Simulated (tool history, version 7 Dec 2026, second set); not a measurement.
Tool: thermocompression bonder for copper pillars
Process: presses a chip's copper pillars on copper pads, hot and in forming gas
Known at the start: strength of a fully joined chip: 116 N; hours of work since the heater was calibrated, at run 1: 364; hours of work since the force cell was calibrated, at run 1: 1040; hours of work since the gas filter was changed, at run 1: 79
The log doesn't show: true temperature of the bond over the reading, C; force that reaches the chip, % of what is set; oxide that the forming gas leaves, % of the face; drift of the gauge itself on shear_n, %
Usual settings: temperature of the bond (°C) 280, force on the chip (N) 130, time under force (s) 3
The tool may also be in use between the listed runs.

run,day,temperature of the bond (°C),force on the chip (N),time under force (s),hours of work since the heater was calibrated,hours of work since the force cell was calibrated,hours of work since the gas filter was changed,force that shears a chip off (N)
1,0,280,130,3,364,1040,79,80.2
2,0.379,280,194,3,368,1044,83,99.9
3,1.192,300,130,3,376,1052,91,95.3
# day 1.542: force cell calibrated
4,1.983,300,122,3,384,5,99,92.2
5,2.7,276,130,3,391,12,106,75.6
6,3.271,276,130,3,397,18,112,76.5
7,3.888,276,130,3,403,24,118,75.7
8,4.596,276,130,3,411,32,125,76.4
9,5.25,276,130,3,417,38,132,75.5
10,5.8,276,130,3,423,44,138,76.1
11,6.708,280,81,3,433,53,147,52.4
12,7.396,280,81,3,440,60,154,52.6
13,8.075,280,130,3,447,67,161,79.4
14,8.983,280,130,3,456,77,171,79.5
15,9.675,280,164,3,463,84,178,93.4
16,10.275,280,164,3,469,90,184,92.5
17,10.708,280,164,3,474,95,189,93.8
18,11.096,280,164,3,478,99,193,92.7
19,11.838,280,130,3,485,106,200,79.9
20,12.671,285,130,3,494,115,209,83.3
21,13.504,285,130,3,503,124,217,84.8
22,14.025,285,130,3,508,129,223,83
23,14.55,285,130,3,514,134,228,83.6
24,14.996,280,136,5,518,139,233,92.2
25,15.8,280,92,3,526,147,241,60.4
# day 16.412: forming gas filter changed
26,16.7,280,92,3,535,156,3,58.9
27,17.329,289,130,4,542,163,9,92.7
28,17.908,280,100,3,548,169,15,64.2
29,18.325,272,130,2,552,173,20,64.2
30,18.833,253,98,2,557,178,25,34.6
31,19.625,253,98,2,566,186,33,35.4
32,20.538,290,95,2,575,196,43,61
33,21.175,271,95,5,582,202,49,63.7
34,22.017,271,95,5,590,211,58,63.6
35,22.696,272,186,3,597,218,65,92.8
36,23.333,272,186,3,604,225,71,92.7
37,23.783,280,130,5,609,229,76,89.4
38,24.467,309,148,3,616,236,83,104.6
39,25.104,309,173,2,622,243,90,105.5
40,25.962,280,89,2,631,252,99,49.9
41,26.45,264,89,2,636,257,104,38.3

Hidden state at the last listed run before each entry between runs and at the first one after, where it differs:
Between runs 3 and 4: force cell calibrated (day 1.542)
  force that reaches the chip, % of what is set: 100.2 -> 100; oxide that the forming gas leaves, % of the face: 0.58 -> 0.59
Between runs 25 and 26: forming gas filter changed (day 16.412)
  oxide that the forming gas leaves, % of the face: 0.71 -> 0.5
